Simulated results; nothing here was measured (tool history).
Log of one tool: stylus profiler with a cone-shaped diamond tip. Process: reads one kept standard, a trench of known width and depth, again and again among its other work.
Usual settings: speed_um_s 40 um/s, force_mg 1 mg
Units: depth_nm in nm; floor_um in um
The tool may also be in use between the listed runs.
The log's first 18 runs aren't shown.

{"run": 19, "day": 18.092, "speed_um_s": 21, "force_mg": 0.89, "depth_nm": 100.4, "floor_um": 98.64}
{"run": 20, "day": 19.046, "speed_um_s": 21, "force_mg": 0.89, "depth_nm": 100.47, "floor_um": 98.65}
{"run": 21, "day": 20.196, "speed_um_s": 25, "force_mg": 0.48, "depth_nm": 100.31, "floor_um": 98.52}
{"run": 22, "day": 21.367, "speed_um_s": 43, "force_mg": 2.36, "depth_nm": 100.84, "floor_um": 98.62}
{"run": 23, "day": 22.408, "speed_um_s": 43, "force_mg": 2.36, "depth_nm": 100.81, "floor_um": 98.59}
{"run": 24, "day": 23.821, "speed_um_s": 43, "force_mg": 2.36, "depth_nm": 100.77, "floor_um": 98.59}
{"run": 25, "day": 24.638, "speed_um_s": 10, "force_mg": 0.34, "depth_nm": 100.22, "floor_um": 98.64}
{"run": 26, "day": 25.862, "speed_um_s": 10, "force_mg": 0.34, "depth_nm": 100.23, "floor_um": 98.64}
{"run": 27, "day": 27.158, "speed_um_s": 62, "force_mg": 1.9, "depth_nm": 100.74, "floor_um": 98.48}
{"run": 28, "day": 27.758, "speed_um_s": 55, "force_mg": 0.84, "depth_nm": 100.39, "floor_um": 98.41}
{"run": 29, "day": 28.688, "speed_um_s": 55, "force_mg": 0.84, "depth_nm": 100.35, "floor_um": 98.4}
{"run": 30, "day": 29.6, "speed_um_s": 141, "force_mg": 0.49, "depth_nm": 100.29, "floor_um": 97.65}
{"run": 31, "day": 30.242, "speed_um_s": 141, "force_mg": 0.49, "depth_nm": 100.28, "floor_um": 97.61}
{"run": 32, "day": 31.2, "speed_um_s": 19, "force_mg": 1, "depth_nm": 100.43, "floor_um": 98.69}
{"run": 33, "day": 31.825, "speed_um_s": 48, "force_mg": 0.71, "depth_nm": 100.36, "floor_um": 98.42}
{"run": 34, "day": 32.575, "speed_um_s": 48, "force_mg": 0.71, "depth_nm": 100.35, "floor_um": 98.39}
{"run": 35, "day": 33.329, "speed_um_s": 48, "force_mg": 0.71, "depth_nm": 100.35, "floor_um": 98.44}

3 ways to go on from here, each from the tool as it stands after run 35. What would each give?
{"run": "A", "day": 34.096, "speed_um_s": 14, "force_mg": 0.8, "depth_nm": "?", "floor_um": "?"}
{"run": "B", "day": 34.096, "speed_um_s": 72, "force_mg": 1.11, "depth_nm": "?", "floor_um": "?"}
{"run": "C", "day": 34.096, "speed_um_s": 48, "force_mg": 0.93, "depth_nm": "?", "floor_um": "?"}

run=A depth_nm=100.35 floor_um=98.65
run=B depth_nm=100.5 floor_um=98.37
run=C depth_nm=100.47 floor_um=98.41
Without the tool's hidden state the same runs would have given:
run=A depth_nm=100.36 floor_um=98.67
run=B depth_nm=100.51 floor_um=98.39
run=C depth_nm=100.48 floor_um=98.43
